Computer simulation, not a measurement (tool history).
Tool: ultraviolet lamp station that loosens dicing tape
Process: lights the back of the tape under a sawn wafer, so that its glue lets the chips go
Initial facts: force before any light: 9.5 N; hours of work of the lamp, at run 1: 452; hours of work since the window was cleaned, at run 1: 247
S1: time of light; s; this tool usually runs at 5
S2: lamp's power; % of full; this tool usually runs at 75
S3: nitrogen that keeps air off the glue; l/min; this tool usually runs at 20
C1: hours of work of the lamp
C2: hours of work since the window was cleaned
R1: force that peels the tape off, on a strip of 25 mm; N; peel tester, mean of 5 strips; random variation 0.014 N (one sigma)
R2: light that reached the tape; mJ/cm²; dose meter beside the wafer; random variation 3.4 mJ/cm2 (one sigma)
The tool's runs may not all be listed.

run 1 hour=0 | S1=5 S2=75 S3=20 | C1=452 C2=247 | R1=1.007 R2=438
run 2 hour=27.6 | S1=5 S2=75 S3=20 | C1=467 C2=262 | R1=1.03 R2=443
run 3 hour=48.2 | S1=5 S2=75 S3=20 | C1=479 C2=274 | R1=1.07 R2=437
-- hour=68.6 window cleaned of glue's vapour
run 4 hour=77.6 | S1=5 S2=70 S3=20 | C1=495 C2=5 | R1=0.947 R2=464
run 5 hour=104.3 | S1=5 S2=70 S3=20 | C1=510 C2=20 | R1=0.982 R2=458
run 6 hour=121 | S1=5 S2=70 S3=20 | C1=519 C2=29 | R1=0.967 R2=453
run 7 hour=141.5 | S1=5 S2=70 S3=20 | C1=530 C2=41 | R1=0.968 R2=459
run 8 hour=162.7 | S1=5 S2=75 S3=20 | C1=542 C2=52 | R1=0.866 R2=480
run 9 hour=192.5 | S1=5 S2=75 S3=20 | C1=559 C2=69 | R1=0.879 R2=481
run 10 hour=207.4 | S1=5 S2=75 S3=20 | C1=567 C2=77 | R1=0.887 R2=473
run 11 hour=236.8 | S1=5 S2=75 S3=20 | C1=583 C2=94 | R1=0.891 R2=466
run 12 hour=264.1 | S1=5 S2=75 S3=20 | C1=599 C2=109 | R1=0.914 R2=455
run 13 hour=282.2 | S1=5 S2=75 S3=20 | C1=609 C2=119 | R1=0.904 R2=457
run 14 hour=307.7 | S1=3 S2=69 S3=39 | C1=623 C2=133 | R1=1.963 R2=249
run 15 hour=335.6 | S1=3 S2=69 S3=39 | C1=638 C2=149 | R1=2.011 R2=247
run 16 hour=364.3 | S1=8 S2=95 S3=39 | C1=654 C2=165 | R1=0.202 R2=913
run 17 hour=400.5 | S1=5 S2=75 S3=36 | C1=675 C2=185 | R1=0.768 R2=440
run 18 hour=418.5 | S1=5 S2=95 S3=31 | C1=685 C2=195 | R1=0.492 R2=556
run 19 hour=443.1 | S1=4 S2=95 S3=6 | C1=698 C2=208 | R1=2.037 R2=436
run 20 hour=472.2 | S1=3 S2=95 S3=8 | C1=714 C2=225 | R1=2.783 R2=328
run 21 hour=491.3 | S1=5 S2=65 S3=12 | C1=725 C2=235 | R1=1.832 R2=369
run 22 hour=524.2 | S1=4 S2=75 S3=12 | C1=743 C2=254 | R1=2.149 R2=331
run 23 hour=544.8 | S1=8 S2=95 S3=14 | C1=755 C2=265 | R1=0.339 R2=842
run 24 hour=577.5 | S1=3 S2=85 S3=14 | C1=773 C2=283 | R1=2.642 R2=276
-- hour=580 window cleaned of glue's vapour
run 25 hour=610.3 | S1=5 S2=98 S3=6 | C1=791 C2=17 | R1=1.175 R2=616

Entry by entry between the runs, the difference in hidden state between the last listed run before and the first listed run after:
Runs 3 to 4: window cleaned of glue's vapour (hour 68.6)
  lamp's light, % of a new lamp's: 90.8 -> 90.5; light that the window lets through, % of a clean one's: 86.7 -> 99.5
  measured result minus the result with no hidden state, R1: +0.416 -> +0.186 N; R2: -117 -> -51 mJ/cm²
Runs 24 to 25: window cleaned of glue's vapour (hour 580)
  lamp's light, % of a new lamp's: 86.4 -> 86.1; light that the window lets through, % of a clean one's: 85.4 -> 99.1
  measured result minus the result with no hidden state, R1: +0.938 -> +0.317 N; R2: -98 -> -106 mJ/cm²

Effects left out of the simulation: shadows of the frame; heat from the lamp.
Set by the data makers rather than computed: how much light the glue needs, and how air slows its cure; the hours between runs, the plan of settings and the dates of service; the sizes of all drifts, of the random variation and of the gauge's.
